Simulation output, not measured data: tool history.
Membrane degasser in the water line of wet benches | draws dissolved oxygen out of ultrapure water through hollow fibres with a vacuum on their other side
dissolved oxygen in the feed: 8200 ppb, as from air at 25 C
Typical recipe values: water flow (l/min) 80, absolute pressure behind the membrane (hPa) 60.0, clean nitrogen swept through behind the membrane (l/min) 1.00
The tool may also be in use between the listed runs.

run,hour,water flow (l/min),absolute pressure behind the membrane (hPa),clean nitrogen swept through behind the membrane (l/min),dissolved oxygen in the water behind the degasser (ppb),pressure that the water loses in the fibres (hPa)
1,0.0,80,60.0,1.00,393.3,557.3
2,72.6,80,60.0,1.00,395.9,554.6
3,120.5,80,60.0,1.00,395.5,558.4
4,213.9,80,60.0,1.00,393.3,557.9
5,266.3,80,60.0,1.00,392.7,559.6
6,354.2,80,60.0,1.00,396.7,554.6
7,418.6,80,60.0,1.00,396.2,560.3
8,501.2,80,60.0,1.00,394.5,556.2
9,579.4,80,56.2,1.00,348.9,555.7
10,626.0,80,56.2,1.00,347.9,559.0
11,691.8,80,56.2,1.00,346.6,555.0
12,761.6,80,56.2,1.00,347.4,557.8
13,814.1,67,60.0,1.00,338.8,464.1
14,907.3,80,91.3,0.84,860.1,556.2
15,989.5,80,91.3,0.84,858.3,559.7
16,1048.4,80,91.3,0.84,856.5,555.6
17,1117.1,80,91.3,0.84,854.4,557.0
18,1172.6,80,91.3,0.84,859.3,560.0
19,1227.0,49,80.1,1.00,435.2,341.7
20,1293.0,49,80.1,1.00,437.4,339.4
21,1361.9,68,45.3,1.00,174.7,476.5
22,1440.5,53,36.7,0.72,64.5,369.6
23,1531.5,53,36.7,0.72,64.9,370.8
# hour 1584.4: seals of the vacuum lines changed
24,1602.8,66,36.7,0.44,105.8,460.8
25,1702.4,66,36.7,0.44,106.0,461.0

Predict each of these 3 candidate next runs independently; none follows another, all start after run 25:
A,1772.1,80,60.0,1.85,?,?
B,1772.1,66,36.7,2.12,?,?
C,1772.1,84,90.5,2.52,?,?

run,dissolved oxygen in the water behind the degasser (ppb),pressure that the water loses in the fibres (hPa)
A,267.1,555.2
B,46.7,459.4
C,427.2,584.6
The same runs, with their run-to-run variation unchanged, on a tool lacking any hidden condition would have given:
run,dissolved oxygen in the water behind the degasser (ppb),pressure that the water loses in the fibres (hPa)
A,267.0,555.1
B,46.6,459.4
C,427.1,584.5
